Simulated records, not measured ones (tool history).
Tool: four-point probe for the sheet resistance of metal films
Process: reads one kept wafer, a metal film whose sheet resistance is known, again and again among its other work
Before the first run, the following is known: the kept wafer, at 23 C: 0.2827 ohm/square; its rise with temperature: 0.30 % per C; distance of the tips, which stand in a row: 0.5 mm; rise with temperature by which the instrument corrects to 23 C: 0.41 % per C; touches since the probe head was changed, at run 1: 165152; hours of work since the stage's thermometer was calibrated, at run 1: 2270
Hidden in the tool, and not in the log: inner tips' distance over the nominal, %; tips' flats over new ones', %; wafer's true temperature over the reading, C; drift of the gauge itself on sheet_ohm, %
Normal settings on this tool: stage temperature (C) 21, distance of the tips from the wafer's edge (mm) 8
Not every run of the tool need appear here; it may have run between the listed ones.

run   hour  stage temperature (C)  distance of the tips from the wafer's edge (mm)  touches since the probe head was changed  hours of work since the stage's thermometer was calibrated  sheet resistance as the instrument gives it (ohm/square)
  1      0                     21                                                8                                    165152                                                        2270                                                  0.285402
  2   67.1                     21                                                8                                    168784                                                        2318                                                  0.285383
     118.3  -- stage's thermometer calibrated
  3  122.5                     28                                                8                                    171754                                                           3                                                  0.283815
  4  167.9                     28                                                8                                    174211                                                          35                                                  0.283904
  5  229.8                     27                                                8                                    177563                                                          78                                                  0.284445
  6  270.1                     21                                               20                                    179743                                                         107                                                  0.285636
  7  331.6                     21                                                8                                    183072                                                         150                                                  0.286243
  8  371.7                     21                                                8                                    185241                                                         178                                                  0.286323
  9    435                     21                                                8                                    188668                                                         222                                                  0.286377
     439.2  -- new probe head fitted
 10  472.5                     21                                                8                                      1803                                                         248                                                  0.285194
 11    536                     21                                                8                                      5242                                                         293                                                  0.285169
 12  574.3                     21                                                8                                      7316                                                         320                                                   0.28536
 13  626.8                     21                                                8                                     10154                                                         356                                                  0.285262
 14  695.5                     21                                                9                                     13875                                                         405                                                  0.285233
 15  759.5                     21                                                9                                     17340                                                         450                                                  0.285257
 16  814.6                     34                                                8                                     20320                                                         488                                                  0.281284

Run 17 comes next. What will it give?
 17  857.1                     34                                                8                                     22623                                                         518                                                         ?

sheet resistance as the instrument gives it (ohm/square): 0.281449
Minus the tool's unlogged condition, the same run would have read sheet resistance as the instrument gives it (ohm/square) 0.279978.

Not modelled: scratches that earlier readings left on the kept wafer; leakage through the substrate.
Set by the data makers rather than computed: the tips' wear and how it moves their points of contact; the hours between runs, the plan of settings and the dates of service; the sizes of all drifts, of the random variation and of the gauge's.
